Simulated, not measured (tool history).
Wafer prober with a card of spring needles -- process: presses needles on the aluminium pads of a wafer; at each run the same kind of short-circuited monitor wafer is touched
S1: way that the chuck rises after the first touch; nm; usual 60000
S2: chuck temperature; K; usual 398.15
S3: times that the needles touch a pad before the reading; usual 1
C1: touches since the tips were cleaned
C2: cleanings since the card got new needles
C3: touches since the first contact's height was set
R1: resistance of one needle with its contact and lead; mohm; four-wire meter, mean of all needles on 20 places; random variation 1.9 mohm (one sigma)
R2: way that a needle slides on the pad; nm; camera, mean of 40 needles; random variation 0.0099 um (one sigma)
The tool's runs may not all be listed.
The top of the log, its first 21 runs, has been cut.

| run | hour | S1 | S2 | S3 | C1 | C2 | C3 | R1 | R2 |
|---|---|---|---|---|---|---|---|---|---|
|  | 498.6 | tips cleaned on abrasive film |
| 22 | 504.6 | 59000 | 331.15 | 1 | 1947 | 46 | 94086 | 296 | 7826 |
|  | 515.8 | tips cleaned on abrasive film |
| 23 | 520.5 | 59000 | 331.15 | 1 | 1523 | 47 | 99181 | 292 | 7829 |
|  | 531.9 | tips cleaned on abrasive film |
|  | 549.6 | tips cleaned on abrasive film |
| 24 | 553.7 | 59000 | 331.15 | 1 | 1321 | 49 | 109874 | 297 | 7789 |
|  | 566.5 | tips cleaned on abrasive film |
|  | 582.3 | tips cleaned on abrasive film |
| 25 | 586.5 | 62000 | 376.15 | 2 | 1370 | 51 | 120416 | 249 | 8200 |
|  | 598.1 | tips cleaned on abrasive film |
| 26 | 604.5 | 55000 | 376.15 | 1 | 2078 | 52 | 126216 | 337 | 7250 |
|  | 615.1 | tips cleaned on abrasive film |
| 27 | 626.9 | 55000 | 376.15 | 1 | 3814 | 53 | 133423 | 370 | 7254 |
|  | 632.3 | tips cleaned on abrasive film |
| 28 | 646.7 | 55000 | 376.15 | 1 | 4669 | 54 | 139806 | 391 | 7251 |
|  | 648.4 | tips cleaned on abrasive film |
|  | 666.8 | tips cleaned on abrasive film |
| 29 | 673.5 | 80000 | 398.15 | 1 | 2168 | 56 | 148424 | 266 | 10581 |
|  | 683.2 | tips cleaned on abrasive film |
| 30 | 698.4 | 54000 | 366.15 | 1 | 4938 | 57 | 156454 | 407 | 7092 |
|  | 700.4 | tips cleaned on abrasive film |
|  | 714.8 | height of the first contact set anew |
|  | 716.8 | tips cleaned on abrasive film |
| 31 | 720 | 49000 | 307.15 | 1 | 1010 | 59 | 1639 | 292 | 6551 |
|  | 733 | tips cleaned on abrasive film |
| 32 | 740.6 | 49000 | 307.15 | 1 | 2456 | 60 | 8282 | 366 | 6571 |

Consider 3 possible next runs. They are alternatives, not a sequence: every one starts from the tool as it was left by run 32. What does each give?
|  | 751.6 | tips cleaned on abrasive film |
|  | 767.5 | tips cleaned on abrasive film |
| A | 773.7 | 67000 | 307.15 | 1 | 2018 | 62 | 18945 | ? | ? |
|  | 751.6 | tips cleaned on abrasive film |
|  | 767.5 | tips cleaned on abrasive film |
| B | 773.7 | 61000 | 381.15 | 2 | 2018 | 62 | 18945 | ? | ? |
|  | 751.6 | tips cleaned on abrasive film |
|  | 767.5 | tips cleaned on abrasive film |
| C | 773.7 | 49000 | 300.15 | 1 | 2018 | 62 | 18945 | ? | ? |

| run | R1 | R2 |
|---|---|---|
| A | 281 | 8977 |
| B | 264 | 8169 |
| C | 365 | 6558 |
Without the tool's hidden state the same runs would have given:
| run | R1 | R2 |
|---|---|---|
| A | 182 | 8998 |
| B | 201 | 8190 |
| C | 190 | 6578 |

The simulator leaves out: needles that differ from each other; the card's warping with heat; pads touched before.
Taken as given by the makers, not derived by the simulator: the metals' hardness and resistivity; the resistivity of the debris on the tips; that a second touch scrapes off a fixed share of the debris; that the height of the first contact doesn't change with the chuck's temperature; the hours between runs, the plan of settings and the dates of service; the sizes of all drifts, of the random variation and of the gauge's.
